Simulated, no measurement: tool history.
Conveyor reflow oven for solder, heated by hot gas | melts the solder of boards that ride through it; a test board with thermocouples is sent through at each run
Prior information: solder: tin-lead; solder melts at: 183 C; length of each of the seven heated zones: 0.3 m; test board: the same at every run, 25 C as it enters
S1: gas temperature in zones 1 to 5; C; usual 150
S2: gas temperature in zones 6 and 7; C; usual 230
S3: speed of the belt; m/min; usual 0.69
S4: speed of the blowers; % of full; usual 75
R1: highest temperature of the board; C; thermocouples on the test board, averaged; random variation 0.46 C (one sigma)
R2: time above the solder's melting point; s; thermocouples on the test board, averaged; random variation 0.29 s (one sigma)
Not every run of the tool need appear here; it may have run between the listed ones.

run,hour,S1,S2,S3,S4,R1,R2
1,0,150,230,0.69,75,215.9,41.4
# hour 15: flux residue cleaned out of gas plates and filters
2,33.1,140,230,0.69,75,211.8,35.5
3,73.9,140,230,0.69,75,210.2,35
4,98.6,150,230,0.69,75,212,39.3
5,132.9,150,230,0.69,75,212.6,39.2
6,165.9,150,230,0.69,75,211.6,39
7,194.7,150,230,0.69,75,211.4,38.9
8,220.9,150,230,0.69,75,211.4,39.6
9,265.6,150,230,0.69,75,211.8,38.6
# hour 284.2: flux residue cleaned out of gas plates and filters, once more
10,295.5,150,222,0.69,75,210.6,39.2
11,339.6,150,222,0.69,75,209.6,39.9
12,378.4,148,230,0.69,75,216.5,42.5
13,409.4,148,230,0.69,75,216.2,41.7
14,430.8,148,230,0.69,75,217.2,41.7
15,459.3,148,230,0.69,75,215.8,41.6
16,498.4,148,230,0.649,52,213.5,41.6
17,523.4,157,230,0.649,52,214.4,46.4
18,544.7,150,239,0.614,75,226.8,52.7
19,588.1,156,231,0.639,69,217.9,49.1
20,628.9,156,234,0.569,69,223.6,58.2
21,666.7,162,234,0.568,69,223,60.7
22,703.3,142,234,0.568,56,218,50.4
# hour 746.8: flux residue cleaned out of gas plates and filters
23,746.8,144,234,0.751,56,212.3,34.3
24,790.2,144,234,0.751,56,211.5,34.3
25,823.9,144,234,0.751,56,211.6,33.6
26,854.1,137,241,0.818,75,218,33
27,890.7,142,241,0.818,60,213.6,32.2
28,928.2,150,230,0.686,75,216,42.3
29,967.3,159,230,0.558,75,220.4,59.5
# hour 975.3: belt drive overhauled, speed set with a stopwatch
30,1008,150,230,0.6,80,218.6,49.9

How would selected steps in R1 from run to run divide? Give the signed amount a tool lacking its hidden state would still show from settings, what came in and random variation, and the signed amount left for the hidden state, including any gauge scatter that is not in both of the compared results.
Unlogged tool condition in this case: heat that the gas passes to the board, % of a clean oven's; belt's true speed, % of the reading; true gas temperature in zones 6 and 7 over the reading, C; drift of the gauge itself on peak_c, C; drift of the gauge itself on liquid_s, %.
Run 1 -> 2: S1 150 -> 140, flux residue cleaned out of gas plates and filters. R1 -4.1 C: hidden state -2.9, all else -1.2.
Run 9 -> 10: S2 230 -> 222, flux residue cleaned out of gas plates and filters, once more. R1 -1.2 C: hidden state +5.9, all else -7.1.
Run 11 -> 12: S1 150 -> 148, S2 222 -> 230. R1 +6.9 C: hidden state -0.3, all else +7.2.
Run 17 -> 18: S1 157 -> 150, S2 230 -> 239, S3 0.649 -> 0.614, S4 52 -> 75. R1 +12.4 C: hidden state -0.4, all else +12.8.
Run 18 -> 19: S1 150 -> 156, S2 239 -> 231, S3 0.614 -> 0.639, S4 75 -> 69. R1 -8.9 C: hidden state -0.1, all else -8.8.
Run 22 -> 23: S1 142 -> 144, S3 0.568 -> 0.751, flux residue cleaned out of gas plates and filters. R1 -5.7 C: hidden state +1.7, all else -7.4.

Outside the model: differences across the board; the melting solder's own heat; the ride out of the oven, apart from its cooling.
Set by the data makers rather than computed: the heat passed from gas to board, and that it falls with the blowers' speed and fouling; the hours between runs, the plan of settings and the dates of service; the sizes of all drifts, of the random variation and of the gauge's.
